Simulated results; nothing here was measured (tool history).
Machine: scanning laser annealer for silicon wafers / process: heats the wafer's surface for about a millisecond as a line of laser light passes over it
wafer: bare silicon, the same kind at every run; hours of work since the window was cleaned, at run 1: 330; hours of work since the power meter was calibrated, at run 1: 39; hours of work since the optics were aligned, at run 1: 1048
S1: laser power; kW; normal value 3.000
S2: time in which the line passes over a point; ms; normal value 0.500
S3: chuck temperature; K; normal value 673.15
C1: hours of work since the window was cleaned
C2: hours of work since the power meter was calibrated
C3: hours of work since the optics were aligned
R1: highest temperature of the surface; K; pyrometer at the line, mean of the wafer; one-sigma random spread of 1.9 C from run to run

{"run": 1, "hour": 0.0, "S1": 3.0, "S2": 0.5, "S3": 673.15, "C1": 330, "C2": 39, "C3": 1048, "R1": 1408.15}
{"run": 2, "hour": 10.9, "S1": 3.0, "S2": 0.544, "S3": 673.15, "C1": 339, "C2": 47, "C3": 1057, "R1": 1436.15}
{"run": 3, "hour": 25.4, "S1": 2.599, "S2": 0.5, "S3": 673.15, "C1": 350, "C2": 59, "C3": 1068, "R1": 1286.15}
{"run": 4, "hour": 40.8, "S1": 3.0, "S2": 0.5, "S3": 673.15, "C1": 362, "C2": 71, "C3": 1080, "R1": 1403.15}
{"run": 5, "hour": 52.4, "S1": 3.0, "S2": 0.5, "S3": 673.15, "C1": 371, "C2": 80, "C3": 1089, "R1": 1402.15}
{"run": 6, "hour": 66.9, "S1": 3.0, "S2": 0.5, "S3": 673.15, "C1": 383, "C2": 91, "C3": 1100, "R1": 1405.15}
{"run": 7, "hour": 75.8, "S1": 3.0, "S2": 0.5, "S3": 673.15, "C1": 389, "C2": 98, "C3": 1107, "R1": 1399.15}
{"run": 8, "hour": 92.7, "S1": 3.0, "S2": 0.5, "S3": 673.15, "C1": 403, "C2": 111, "C3": 1120, "R1": 1398.15}
{"hour": 100.3, "done": "optics aligned, line set to its width"}
{"run": 9, "hour": 116.3, "S1": 3.0, "S2": 0.5, "S3": 673.15, "C1": 417, "C2": 125, "C3": 12, "R1": 1424.15}
{"run": 10, "hour": 127.2, "S1": 3.0, "S2": 0.5, "S3": 673.15, "C1": 426, "C2": 134, "C3": 21, "R1": 1419.15}
{"run": 11, "hour": 140.1, "S1": 3.0, "S2": 0.5, "S3": 673.15, "C1": 436, "C2": 144, "C3": 31, "R1": 1420.15}
{"run": 12, "hour": 158.7, "S1": 3.0, "S2": 0.5, "S3": 673.15, "C1": 450, "C2": 158, "C3": 45, "R1": 1420.15}
{"run": 13, "hour": 168.8, "S1": 3.0, "S2": 0.5, "S3": 654.15, "C1": 458, "C2": 166, "C3": 53, "R1": 1401.15}
{"run": 14, "hour": 185.8, "S1": 3.0, "S2": 0.5, "S3": 654.15, "C1": 471, "C2": 180, "C3": 67, "R1": 1398.15}
{"run": 15, "hour": 205.2, "S1": 3.0, "S2": 0.5, "S3": 654.15, "C1": 486, "C2": 195, "C3": 82, "R1": 1399.15}
{"run": 16, "hour": 217.7, "S1": 3.0, "S2": 0.5, "S3": 641.15, "C1": 496, "C2": 204, "C3": 91, "R1": 1384.15}
{"run": 17, "hour": 230.6, "S1": 3.0, "S2": 0.5, "S3": 641.15, "C1": 506, "C2": 214, "C3": 101, "R1": 1383.15}
{"run": 18, "hour": 243.0, "S1": 3.0, "S2": 0.5, "S3": 641.15, "C1": 516, "C2": 224, "C3": 111, "R1": 1382.15}
{"run": 19, "hour": 258.8, "S1": 3.0, "S2": 0.5, "S3": 673.15, "C1": 528, "C2": 236, "C3": 123, "R1": 1413.15}
{"run": 20, "hour": 277.3, "S1": 2.894, "S2": 0.5, "S3": 673.15, "C1": 542, "C2": 251, "C3": 138, "R1": 1380.15}
{"run": 21, "hour": 292.8, "S1": 2.769, "S2": 0.472, "S3": 638.15, "C1": 554, "C2": 263, "C3": 150, "R1": 1289.15}
{"run": 22, "hour": 310.4, "S1": 3.0, "S2": 0.469, "S3": 709.15, "C1": 568, "C2": 276, "C3": 163, "R1": 1425.15}
{"run": 23, "hour": 321.3, "S1": 3.0, "S2": 0.469, "S3": 709.15, "C1": 576, "C2": 285, "C3": 172, "R1": 1419.15}
{"run": 24, "hour": 341.8, "S1": 2.76, "S2": 0.469, "S3": 709.15, "C1": 592, "C2": 301, "C3": 188, "R1": 1349.15}
{"run": 25, "hour": 359.7, "S1": 3.0, "S2": 0.5, "S3": 683.15, "C1": 606, "C2": 315, "C3": 202, "R1": 1416.15}
{"hour": 364.4, "done": "laser's power meter calibrated"}
{"run": 26, "hour": 374.1, "S1": 2.759, "S2": 0.42, "S3": 692.15, "C1": 615, "C2": 8, "C3": 211, "R1": 1297.15}
{"run": 27, "hour": 388.8, "S1": 2.692, "S2": 0.484, "S3": 680.15, "C1": 627, "C2": 19, "C3": 222, "R1": 1310.15}
{"run": 28, "hour": 400.8, "S1": 2.618, "S2": 0.484, "S3": 680.15, "C1": 636, "C2": 28, "C3": 231, "R1": 1286.15}
{"run": 29, "hour": 414.1, "S1": 2.618, "S2": 0.484, "S3": 670.15, "C1": 646, "C2": 39, "C3": 242, "R1": 1279.15}
{"run": 30, "hour": 430.9, "S1": 2.618, "S2": 0.484, "S3": 670.15, "C1": 659, "C2": 52, "C3": 255, "R1": 1277.15}
{"run": 31, "hour": 441.3, "S1": 3.0, "S2": 0.605, "S3": 641.15, "C1": 667, "C2": 60, "C3": 263, "R1": 1445.15}
{"run": 32, "hour": 458.7, "S1": 3.16, "S2": 0.437, "S3": 676.15, "C1": 681, "C2": 73, "C3": 276, "R1": 1398.15}
{"run": 33, "hour": 470.9, "S1": 2.683, "S2": 0.449, "S3": 644.15, "C1": 690, "C2": 83, "C3": 286, "R1": 1245.15}
{"run": 34, "hour": 482.7, "S1": 3.0, "S2": 0.433, "S3": 673.15, "C1": 700, "C2": 92, "C3": 295, "R1": 1348.15}
{"hour": 497.9, "done": "laser's power meter calibrated, once more"}
{"run": 35, "hour": 505.6, "S1": 3.0, "S2": 0.433, "S3": 673.15, "C1": 715, "C2": 6, "C3": 311, "R1": 1347.15}
{"run": 36, "hour": 522.4, "S1": 2.734, "S2": 0.433, "S3": 699.15, "C1": 728, "C2": 19, "C3": 324, "R1": 1300.15}
{"run": 37, "hour": 536.0, "S1": 2.734, "S2": 0.433, "S3": 699.15, "C1": 739, "C2": 30, "C3": 334, "R1": 1296.15}
{"run": 38, "hour": 547.0, "S1": 2.935, "S2": 0.431, "S3": 647.15, "C1": 747, "C2": 38, "C3": 343, "R1": 1302.15}
{"run": 39, "hour": 557.5, "S1": 2.935, "S2": 0.431, "S3": 647.15, "C1": 755, "C2": 46, "C3": 351, "R1": 1298.15}
{"run": 40, "hour": 578.1, "S1": 2.713, "S2": 0.4, "S3": 646.15, "C1": 772, "C2": 62, "C3": 367, "R1": 1214.15}

Hidden condition of the tool, last listed run before each entry between runs versus first listed run after:
Between runs 8 and 9: optics aligned, line set to its width (hour 100.3)
  light that passes the window, % of a clean one's: 97.19 -> 97.09; laser's true power over the reading, %: -0.18 -> -0.17; width of the line over the set one, %: 4.7 -> 0.19
  measured result minus the result with no hidden state, R1: -53.00 -> -31.00 K
Between runs 25 and 26: laser's power meter calibrated (hour 364.4)
  light that passes the window, % of a clean one's: 95.87 -> 95.82; laser's true power over the reading, %: -0.13 -> -0.17; width of the line over the set one, %: 0.98 -> 1.02
  measured result minus the result with no hidden state, R1: -45.00 -> -39.00 K
Between runs 34 and 35: laser's power meter calibrated, once more (hour 497.9)
  light that passes the window, % of a clean one's: 95.29 -> 95.2; laser's true power over the reading, %: -0.15 -> -0.12; width of the line over the set one, %: 1.38 -> 1.44
  measured result minus the result with no hidden state, R1: -50.00 -> -50.00 K
